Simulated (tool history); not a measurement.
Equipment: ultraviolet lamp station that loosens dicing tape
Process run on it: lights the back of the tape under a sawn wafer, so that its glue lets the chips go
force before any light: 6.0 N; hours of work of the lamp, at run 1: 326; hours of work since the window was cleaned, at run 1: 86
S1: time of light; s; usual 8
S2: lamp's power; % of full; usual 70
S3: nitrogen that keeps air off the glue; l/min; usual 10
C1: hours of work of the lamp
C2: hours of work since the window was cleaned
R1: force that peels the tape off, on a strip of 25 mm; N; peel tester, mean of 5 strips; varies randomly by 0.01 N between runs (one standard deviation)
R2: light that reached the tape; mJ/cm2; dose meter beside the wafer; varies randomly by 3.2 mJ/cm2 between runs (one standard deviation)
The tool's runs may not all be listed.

run,hour,S1,S2,S3,C1,C2,R1,R2
1,0.0,8,70,10,326,86,0.435,510
2,24.7,8,70,10,343,103,0.447,511
3,76.4,8,70,10,378,138,0.454,510
4,104.9,8,70,10,398,158,0.441,508
5,137.8,8,70,10,420,180,0.465,505
6,170.2,8,70,10,442,202,0.427,502
7,207.1,8,70,10,467,227,0.433,506
8,233.8,8,70,10,485,245,0.427,509
9,285.4,8,70,10,521,280,0.439,506
# hour 290.8: window cleaned of glue's vapour
10,322.6,8,70,10,546,22,0.449,506
11,349.3,8,70,10,564,40,0.431,506
12,372.1,8,70,4,579,55,0.738,502
13,411.4,8,70,4,606,82,0.728,504
14,437.7,8,85,4,624,100,0.506,613
15,474.8,8,70,10,649,125,0.450,506
16,500.8,8,70,10,667,143,0.449,505
17,548.6,8,70,10,699,175,0.444,508
18,579.5,8,70,10,720,196,0.446,502
19,619.7,8,70,7,748,224,0.554,499
20,643.5,8,70,7,764,240,0.521,508
21,696.3,8,67,7,800,276,0.596,486
# hour 707.4: window cleaned of glue's vapour
22,732.3,7,94,9,824,17,0.350,594
23,768.1,5,86,5,848,41,1.041,384
24,795.1,14,86,17,867,60,0.179,1087
25,828.9,14,86,17,890,83,0.191,1095
26,868.6,14,86,17,917,110,0.190,1081
27,900.4,8,73,10,938,131,0.422,525
28,951.3,8,67,15,973,166,0.412,482
29,995.1,8,86,19,1003,196,0.256,624
30,1030.1,8,86,19,1026,219,0.255,621
31,1067.9,11,69,19,1052,245,0.234,688
32,1117.8,11,63,8,1086,279,0.344,630
# hour 1122.2: window cleaned of glue's vapour
33,1150.1,11,63,8,1108,19,0.341,623
34,1186.7,5,69,9,1133,44,1.101,313

What does the tool deliver on the next run?
35,1232.8,8,62,4,1164,75,?,?

Logged for run 35: R1 0.865 N, R2 446 mJ/cm2.
If the tool had no hidden condition, the same run with the same run-to-run variation would have returned R1 0.860 N, R2 448 mJ/cm2.
